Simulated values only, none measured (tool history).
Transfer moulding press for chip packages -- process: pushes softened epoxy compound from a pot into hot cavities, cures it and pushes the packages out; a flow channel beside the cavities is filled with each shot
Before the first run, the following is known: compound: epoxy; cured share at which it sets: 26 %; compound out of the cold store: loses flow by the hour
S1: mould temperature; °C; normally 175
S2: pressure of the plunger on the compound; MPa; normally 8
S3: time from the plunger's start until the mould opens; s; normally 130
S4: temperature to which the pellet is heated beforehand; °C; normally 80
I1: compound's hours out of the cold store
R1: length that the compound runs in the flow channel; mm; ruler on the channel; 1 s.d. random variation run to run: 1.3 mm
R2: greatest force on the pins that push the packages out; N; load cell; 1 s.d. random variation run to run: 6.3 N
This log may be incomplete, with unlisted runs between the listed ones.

| run | hour | S1 | S2 | S3 | S4 | I1 | R1 | R2 |
|---|---|---|---|---|---|---|---|---|
| 1 | 0 | 175 | 8 | 130 | 80 | 37.5 | 617 | 300 |
| 2 | 6.3 | 175 | 8 | 130 | 80 | 14.4 | 701 | 302 |
| 3 | 11.9 | 175 | 8 | 130 | 80 | 18.3 | 686 | 306 |
| 4 | 18.8 | 175 | 8 | 130 | 80 | 44 | 594 | 311 |
| 5 | 26.6 | 175 | 8 | 130 | 80 | 25.2 | 659 | 247 |
| 6 | 34.6 | 175 | 8 | 130 | 78 | 15.4 | 713 | 244 |
| 7 | 44 | 175 | 8 | 130 | 78 | 22.7 | 685 | 276 |
| 8 | 50.6 | 175 | 9.49 | 130 | 80 | 25 | 737 | 287 |
| 9 | 60 | 175 | 8 | 130 | 78 | 45.5 | 605 | 280 |
| 10 | 67 | 175 | 8 | 130 | 78 | 24.9 | 677 | 300 |
| 11 | 71.7 | 175 | 8 | 130 | 78 | 21.7 | 686 | 308 |
| 12 | 77.9 | 175 | 8 | 130 | 80 | 33.8 | 643 | 317 |
| 13 | 85.9 | 175 | 8 | 130 | 80 | 44.8 | 607 | 289 |
| 14 | 93.8 | 175 | 8 | 130 | 80 | 41.4 | 619 | 245 |
| 15 | 103.5 | 175 | 8 | 130 | 80 | 13 | 719 | 262 |
| 16 | 111.6 | 177 | 7.65 | 145 | 80 | 14.5 | 690 | 234 |
| 17 | 121.7 | 177 | 7.65 | 134 | 80 | 14.7 | 690 | 259 |
| 18 | 126.8 | 177 | 9.78 | 134 | 79 | 46.5 | 656 | 262 |
| 19 | 132.6 | 182 | 6.9 | 134 | 80 | 17.4 | 630 | 242 |
| 20 | 139.6 | 182 | 8.31 | 121 | 85 | 11.5 | 713 | 258 |
| 21 | 146.3 | 177 | 7.24 | 130 | 80 | 27.4 | 625 | 291 |
| 22 | 157.2 | 177 | 7.24 | 130 | 80 | 43 | 574 | 231 |
| 23 | 167 | 175 | 9.51 | 130 | 80 | 21.6 | 747 | 277 |
| 24 | 177.6 | 175 | 9.51 | 130 | 80 | 15.3 | 772 | 295 |
| 25 | 183.7 | 175 | 7.64 | 135 | 72 | 14.4 | 694 | 282 |
| 26 | 192.1 | 175 | 7.64 | 135 | 72 | 17.2 | 684 | 299 |
| 27 | 198.2 | 175 | 8 | 130 | 77 | 45.9 | 599 | 311 |
| 28 | 204.7 | 169 | 6.15 | 146 | 80 | 22 | 617 | 380 |
| 29 | 213.2 | 181 | 6.15 | 146 | 80 | 25.1 | 571 | 253 |

Taken out of this log: 4 entries between the listed runs. Where each belongs, and how the hidden state differs across it:
Runs 4 to 5: cavities cleaned with cleaning compound and waxed (hour 25.1)
  true mould temperature over the reading, C: -0.27 -> -0.28; pressure that reaches the compound, % of what is set: 94.84 -> 94.77; grip of the stained cavities, % over clean ones': 33 -> 2.7
  the result without the hidden state subtracted from the measured one, R1: -15 -> -17 mm; R2: +79 -> +9 N
Runs 5 to 6: plunger's sealing rings changed (hour 34.6)
  true mould temperature over the reading, C: -0.28 -> -0.29; pressure that reaches the compound, % of what is set: 94.77 -> 99.82; grip of the stained cavities, % over clean ones': 2.7 -> 7.4
  the result without the hidden state subtracted from the measured one, R1: -17 -> +0 mm; R2: +9 -> +21 N
Runs 13 to 14: cavities cleaned with cleaning compound and waxed (hour 91)
  true mould temperature over the reading, C: -0.33 -> -0.34; pressure that reaches the compound, % of what is set: 99.23 -> 99.16; grip of the stained cavities, % over clean ones': 36.4 -> 3.3
  the result without the hidden state subtracted from the measured one, R1: -1 -> -2 mm; R2: +83 -> +11 N
Runs 21 to 22: cavities cleaned with cleaning compound and waxed (hour 154.3)
  pressure that reaches the compound, % of what is set: 98.56 -> 98.45; grip of the stained cavities, % over clean ones': 34.8 -> 6.5
  the result without the hidden state subtracted from the measured one, R1: -4 -> -3 mm; R2: +79 -> +17 N
